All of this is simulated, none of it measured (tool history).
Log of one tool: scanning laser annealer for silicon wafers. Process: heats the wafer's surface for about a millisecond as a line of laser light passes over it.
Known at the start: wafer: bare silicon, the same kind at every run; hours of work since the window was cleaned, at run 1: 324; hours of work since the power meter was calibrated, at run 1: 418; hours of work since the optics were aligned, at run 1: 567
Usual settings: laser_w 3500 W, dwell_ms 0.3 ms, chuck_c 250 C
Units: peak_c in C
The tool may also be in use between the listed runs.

| run | hour | laser_w | dwell_ms | chuck_c | hours of work since the window was cleaned | hours of work since the power meter was calibrated | hours of work since the optics were aligned | peak_c |
|---|---|---|---|---|---|---|---|---|
| 1 | 0 | 3500 | 0.3 | 250 | 324 | 418 | 567 | 1056 |
| 2 | 26.7 | 3500 | 0.3 | 250 | 336 | 430 | 579 | 1052 |
| 3 | 61.1 | 3698 | 0.3 | 250 | 352 | 446 | 595 | 1104 |
| 4 | 108.5 | 3698 | 0.3 | 250 | 373 | 467 | 616 | 1100 |
| 5 | 133.6 | 3500 | 0.3 | 250 | 385 | 479 | 628 | 1047 |
| 6 | 156.8 | 3500 | 0.3 | 250 | 395 | 489 | 638 | 1047 |
| 7 | 188.6 | 3447 | 0.3 | 250 | 410 | 504 | 653 | 1031 |
| 8 | 217.2 | 3500 | 0.3 | 250 | 423 | 517 | 666 | 1046 |
| 9 | 262.7 | 3500 | 0.3 | 250 | 443 | 537 | 686 | 1043 |
| 10 | 288.4 | 3500 | 0.3 | 250 | 455 | 549 | 698 | 1042 |
| 11 | 319.8 | 3500 | 0.306 | 250 | 469 | 563 | 712 | 1051 |
| 12 | 340.1 | 3500 | 0.3 | 250 | 478 | 572 | 721 | 1039 |
| 13 | 384.3 | 3500 | 0.3 | 250 | 499 | 593 | 742 | 1040 |
| 14 | 416.8 | 3500 | 0.226 | 250 | 513 | 607 | 756 | 950 |
| 15 | 446.3 | 3760 | 0.378 | 259 | 527 | 621 | 770 | 1208 |
| 16 | 488.3 | 3760 | 0.378 | 259 | 546 | 640 | 789 | 1207 |
| 17 | 515 | 3500 | 0.357 | 250 | 558 | 652 | 801 | 1102 |
| 18 | 560.7 | 3453 | 0.357 | 267 | 579 | 673 | 822 | 1099 |
| 19 | 608.8 | 3130 | 0.257 | 250 | 601 | 695 | 844 | 895 |
| 20 | 637.5 | 3401 | 0.3 | 259 | 614 | 708 | 857 | 1017 |
| 21 | 672 | 3401 | 0.3 | 259 | 629 | 723 | 872 | 1021 |
| 22 | 697.6 | 3500 | 0.228 | 225 | 641 | 735 | 884 | 918 |
| 23 | 726.3 | 3500 | 0.228 | 225 | 654 | 748 | 897 | 920 |
| 24 | 753.3 | 3093 | 0.357 | 224 | 666 | 760 | 909 | 953 |
| 25 | 792.4 | 3093 | 0.357 | 224 | 684 | 778 | 927 | 952 |
| 26 | 819.3 | 3769 | 0.248 | 253 | 696 | 790 | 939 | 1033 |

Hidden state or all else? Some run-to-run changes of peak_c, split into what the settings, what came in and random variation would give without the hidden state, and what is left for the hidden state (with any gauge scatter that isn't in both results):
The hidden state here: light that passes the window, % of a clean one's; laser's true power over the reading, %; width of the line over the set one, %; drift of the gauge itself on peak_c, C.
Run 14 -> 15: laser_w 3500 -> 3760, dwell_ms 0.226 -> 0.378, chuck_c 250 -> 259. peak_c +258 C: hidden state -12, all else +270.
Run 18 -> 19: laser_w 3453 -> 3130, dwell_ms 0.357 -> 0.257, chuck_c 267 -> 250. peak_c -204 C: hidden state +10, all else -214.
